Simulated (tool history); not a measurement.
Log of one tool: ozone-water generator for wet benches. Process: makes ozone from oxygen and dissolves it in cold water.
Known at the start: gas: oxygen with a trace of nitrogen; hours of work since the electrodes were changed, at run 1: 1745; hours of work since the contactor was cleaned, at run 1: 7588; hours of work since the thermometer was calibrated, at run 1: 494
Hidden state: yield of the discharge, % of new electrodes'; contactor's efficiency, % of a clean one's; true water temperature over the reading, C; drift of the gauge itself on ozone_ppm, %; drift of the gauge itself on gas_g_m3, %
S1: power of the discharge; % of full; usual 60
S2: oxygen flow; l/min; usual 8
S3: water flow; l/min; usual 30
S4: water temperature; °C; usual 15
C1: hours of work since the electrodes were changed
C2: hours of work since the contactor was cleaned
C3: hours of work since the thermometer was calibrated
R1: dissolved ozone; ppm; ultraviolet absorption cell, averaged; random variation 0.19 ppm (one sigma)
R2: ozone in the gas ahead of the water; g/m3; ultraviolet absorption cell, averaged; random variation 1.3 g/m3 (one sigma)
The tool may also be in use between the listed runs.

run,day,S1,S2,S3,S4,C1,C2,C3,R1,R2
1,0,60,8,30,15,1745,7588,494,26.4,250.4
2,1.383,60,8,30,15,1776,7619,525,26.8,249.6
3,3.388,60,8,30,15,1822,7665,571,26.5,250.2
4,5.571,60,8,30,15,1871,7714,620,26.9,247.4
5,7.392,60,8,30,15,1912,7755,661,26.9,245.2
6,9.412,60,8,30,15,1958,7801,707,26.7,249.8
7,11.733,60,4.71,30,15,2010,7853,759,23.4,300.5
8,13.167,60,8,26,15,2043,7886,792,29.7,247.3
9,15.533,60,8,30,15,2096,7939,845,26.5,245.4
10,17.921,60,10.22,30,15,2150,7993,899,28,224.4
11,19.392,60,10.22,42,15,2184,8027,933,21.6,225.3
12,21.792,60,8,30,15,2238,8081,987,26.7,245.8
13,23.696,60,8,30,15,2281,8124,1030,26.7,246.2
14,26.104,60,8,30,15,2335,8178,1084,26.7,245.3
15,28.392,60,8,30,21,2387,8230,1136,24.8,244.5
16,30.271,60,8,30,21,2430,8273,1179,24.6,244.1
17,32.062,60,8,30,15,2470,8313,1219,26.9,243.3
18,33.662,60,8,30,15,2506,8349,1255,26.7,243.2
19,35.908,62,5.56,24,13,2557,8400,1306,30.8,283.5
20,38.192,79,8,30,19,2609,8452,1358,29.8,287.2
21,39.596,54,9.51,41,17,2641,8484,1390,19.7,212.6
22,42.1,54,9.51,41,17,2697,8540,1446,19.7,215.1
23,44.3,60,8,33,15,2747,8590,1496,24.5,242.3
# day 45.625: gauge calibrated
24,46.55,48,5.05,23,20,2798,8641,1547,24.6,255.5
25,48.254,52,5.05,43,20,2836,8679,1585,15,269.8
26,50.629,60,7.19,30,15,2890,8733,1639,26.1,258.8
27,52.321,60,8,30,18,2928,8771,1677,25.7,249.9
28,53.654,77,8,30,7,2958,8802,1708,34.7,291
29,56.212,60,5.69,30,15,3016,8859,1765,24.4,275.3
30,57.779,60,5.69,30,15,3052,8895,1801,24.5,277.3
31,59.725,60,12.73,20,22,3096,8939,1845,32,209.6
32,61.712,67,4.93,25,8,3141,8984,1890,31.8,311.5
33,64.092,77,6.94,39,10,3195,9038,1944,25,298.5

The same runs without the tool's hidden state, with the same run-to-run variation:
run,R2
1,250.5
2,249.9
3,250.9
4,248.4
5,246.4
6,251.4
7,302.9
8,249.5
9,248
10,227.1
11,228.2
12,249.4
13,250.1
14,249.6
15,249.1
16,249
17,248.5
18,248.7
19,290.3
20,294.5
21,218.2
22,221.2
23,249.5
24,255.7
25,270.3
26,259.8
27,251.1
28,292.6
29,277.3
30,279.6
31,211.7
32,314.9
33,302.3
R1: within 0.1 ppm of the measured result in every run.

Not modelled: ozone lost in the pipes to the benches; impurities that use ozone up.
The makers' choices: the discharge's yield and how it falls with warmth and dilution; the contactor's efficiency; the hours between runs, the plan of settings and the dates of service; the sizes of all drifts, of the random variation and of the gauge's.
